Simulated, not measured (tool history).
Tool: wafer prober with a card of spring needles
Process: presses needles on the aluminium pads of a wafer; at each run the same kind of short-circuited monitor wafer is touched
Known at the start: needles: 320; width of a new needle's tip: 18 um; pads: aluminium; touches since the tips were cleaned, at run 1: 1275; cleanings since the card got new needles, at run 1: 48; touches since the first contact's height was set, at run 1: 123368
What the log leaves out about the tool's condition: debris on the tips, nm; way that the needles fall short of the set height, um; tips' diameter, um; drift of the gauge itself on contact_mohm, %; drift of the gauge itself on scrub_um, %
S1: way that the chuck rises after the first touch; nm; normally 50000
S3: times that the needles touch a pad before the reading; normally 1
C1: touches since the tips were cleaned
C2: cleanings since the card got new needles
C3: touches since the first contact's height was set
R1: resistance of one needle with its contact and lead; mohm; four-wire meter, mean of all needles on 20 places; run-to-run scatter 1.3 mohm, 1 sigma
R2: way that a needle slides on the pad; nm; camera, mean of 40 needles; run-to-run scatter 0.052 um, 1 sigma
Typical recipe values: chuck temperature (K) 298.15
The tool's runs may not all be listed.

run 1 hour=0.0 | S1=50000 chuck_temperature_(K)=298.15 S3=1 | C1=1275 C2=48 C3=123368 | R1=108 R2=8140
-- hour=2.3 tips cleaned on abrasive film
run 2 hour=4.8 | S1=50000 chuck_temperature_(K)=298.15 S3=1 | C1=1145 C2=49 C3=125467 | R1=110 R2=8070
-- hour=7.4 tips cleaned on abrasive film
run 3 hour=11.7 | S1=50000 chuck_temperature_(K)=363.15 S3=1 | C1=1903 C2=50 C3=128470 | R1=119 R2=8190
-- hour=12.9 tips cleaned on abrasive film
run 4 hour=17.6 | S1=50000 chuck_temperature_(K)=363.15 S3=1 | C1=2067 C2=51 C3=131004 | R1=117 R2=8090
-- hour=18.1 tips cleaned on abrasive film
-- hour=23.3 tips cleaned on abrasive film
run 5 hour=23.3 | S1=50000 chuck_temperature_(K)=298.15 S3=1 | C1=0 C2=53 C3=133474 | R1=108 R2=8160
-- hour=28.7 tips cleaned on abrasive film
run 6 hour=29.5 | S1=50000 chuck_temperature_(K)=298.15 S3=1 | C1=385 C2=54 C3=136169 | R1=109 R2=8170
run 7 hour=33.5 | S1=50000 chuck_temperature_(K)=298.15 S3=1 | C1=2120 C2=54 C3=137904 | R1=107 R2=8130
-- hour=34.3 tips cleaned on abrasive film
-- hour=39.6 tips cleaned on abrasive film
run 8 hour=40.7 | S1=50000 chuck_temperature_(K)=298.15 S3=1 | C1=477 C2=56 C3=141010 | R1=110 R2=8190
-- hour=45.1 tips cleaned on abrasive film
run 9 hour=47.7 | S1=50000 chuck_temperature_(K)=298.15 S3=1 | C1=1129 C2=57 C3=144066 | R1=112 R2=8060
-- hour=50.4 tips cleaned on abrasive film
run 10 hour=51.6 | S1=40000 chuck_temperature_(K)=320.15 S3=2 | C1=521 C2=58 C3=145731 | R1=115 R2=6520
-- hour=56.1 tips cleaned on abrasive film
run 11 hour=59.2 | S1=36000 chuck_temperature_(K)=305.15 S3=3 | C1=1411 C2=59 C3=149088 | R1=116 R2=5870
-- hour=61.7 tips cleaned on abrasive film
run 12 hour=63.8 | S1=36000 chuck_temperature_(K)=305.15 S3=3 | C1=912 C2=60 C3=151051 | R1=118 R2=5860
-- hour=67.0 tips cleaned on abrasive film
run 13 hour=67.7 | S1=50000 chuck_temperature_(K)=363.15 S3=1 | C1=339 C2=61 C3=152751 | R1=120 R2=8080
-- hour=72.2 tips cleaned on abrasive film
run 14 hour=73.6 | S1=50000 chuck_temperature_(K)=363.15 S3=2 | C1=623 C2=62 C3=155313 | R1=118 R2=8020
-- hour=77.5 tips cleaned on abrasive film
run 15 hour=78.0 | S1=67000 chuck_temperature_(K)=363.15 S3=2 | C1=226 C2=63 C3=157224 | R1=114 R2=10960
-- hour=82.4 height of the first contact set anew
run 16 hour=82.4 | S1=48000 chuck_temperature_(K)=363.15 S3=2 | C1=2042 C2=63 C3=0 | R1=117 R2=7900
-- hour=83.1 tips cleaned on abrasive film
run 17 hour=87.9 | S1=40000 chuck_temperature_(K)=388.15 S3=2 | C1=2108 C2=64 C3=2357 | R1=129 R2=6500

Branching from run 17: 5 alternative next runs. What would each branch give?
-- hour=88.5 tips cleaned on abrasive film
run A hour=92.5 | S1=43000 chuck_temperature_(K)=388.15 S3=3 | C1=1754 C2=65 C3=4342 | R1=? R2=?
-- hour=88.5 tips cleaned on abrasive film
run B hour=92.5 | S1=32000 chuck_temperature_(K)=388.15 S3=3 | C1=1754 C2=65 C3=4342 | R1=? R2=?
-- hour=88.5 tips cleaned on abrasive film
run C hour=92.5 | S1=35000 chuck_temperature_(K)=298.15 S3=1 | C1=1754 C2=65 C3=4342 | R1=? R2=?
-- hour=88.5 tips cleaned on abrasive film
run D hour=92.5 | S1=47000 chuck_temperature_(K)=320.15 S3=1 | C1=1754 C2=65 C3=4342 | R1=? R2=?
-- hour=88.5 tips cleaned on abrasive film
run E hour=92.5 | S1=70000 chuck_temperature_(K)=388.15 S3=2 | C1=1754 C2=65 C3=4342 | R1=? R2=?

run=A R1=125 R2=7030
run=B R1=138 R2=5130
run=C R1=115 R2=5630
run=D R1=115 R2=7610
run=E R1=113 R2=11470
With the hidden condition removed and each run's random variation left untouched, the same runs would have given:
run=A R1=125 R2=7030
run=B R1=137 R2=5130
run=C R1=115 R2=5630
run=D R1=115 R2=7610
run=E R1=113 R2=11470
